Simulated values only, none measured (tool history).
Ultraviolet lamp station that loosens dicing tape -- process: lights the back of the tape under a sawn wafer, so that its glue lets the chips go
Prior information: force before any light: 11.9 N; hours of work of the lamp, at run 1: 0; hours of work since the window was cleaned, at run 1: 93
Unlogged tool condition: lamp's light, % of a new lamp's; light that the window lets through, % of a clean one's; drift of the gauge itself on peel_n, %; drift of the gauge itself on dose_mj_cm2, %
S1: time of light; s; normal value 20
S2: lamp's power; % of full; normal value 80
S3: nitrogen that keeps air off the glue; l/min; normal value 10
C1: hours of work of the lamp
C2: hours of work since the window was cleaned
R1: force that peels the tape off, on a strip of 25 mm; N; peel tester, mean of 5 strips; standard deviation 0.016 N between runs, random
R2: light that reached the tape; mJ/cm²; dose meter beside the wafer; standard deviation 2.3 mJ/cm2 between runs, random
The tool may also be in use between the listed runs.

run    hour  S1  S2  S3   C1   C2     R1   R2
  1     0.0  20  80  10    0   93  0.809  216
  2    49.4  20  80  10   33  125  0.853  202
  3   109.2  20  80  10   72  165  0.853  206
  4   172.2  20  80  10  114  206  0.902  207
  5   237.1  20  88  10  157  249  0.749  217
  6   306.0  20  80  10  202  295  1.015  194
  7   382.9  20  67  10  253  346  1.514  162
  8   455.3  20  67  10  301  393  1.574  155
  9   521.6  20  67  10  345  437  1.592  152
 10   574.2  20  80  10  380  472  1.139  178
 11   625.8  14  80  10  414  506  2.401  129
      632.1  -- window cleaned of glue's vapour
 12   699.3  16  80   5  462   44  3.199  130
 13   772.4  16  80   5  510   93  3.297  132
      785.5  -- window cleaned of glue's vapour, once more
 14   834.0  16  80   5  551   32  2.895  145
 15   885.9  16  80   5  585   66  2.881  140
 16   965.1  11  75  19  637  119  2.707   90
 17  1002.0  11  75  15  662  143  2.890   87
 18  1065.6  14  95   4  704  185  3.463  137
 19  1136.5  24  65   8  751  232  1.794  161
 20  1194.6  40  82  15  789  270  0.206  332

Hidden state at the last listed run before each entry between runs and at the first one after, where it differs:
Run 11 -> run 12: window cleaned of glue's vapour (hour 632.1)
  lamp's light, % of a new lamp's: 88 -> 86.8; light that the window lets through, % of a clean one's: 93.3 -> 89
  measured value less the no-hidden-state value, R1: +0.692 -> +1.002 N; R2: -27 -> -39 mJ/cm²
Run 13 -> run 14: window cleaned of glue's vapour, once more (hour 785.5)
  lamp's light, % of a new lamp's: 85.5 -> 84.4; light that the window lets through, % of a clean one's: 88.4 -> 99.4
  measured value less the no-hidden-state value, R1: +1.092 -> +0.675 N; R2: -42 -> -28 mJ/cm²

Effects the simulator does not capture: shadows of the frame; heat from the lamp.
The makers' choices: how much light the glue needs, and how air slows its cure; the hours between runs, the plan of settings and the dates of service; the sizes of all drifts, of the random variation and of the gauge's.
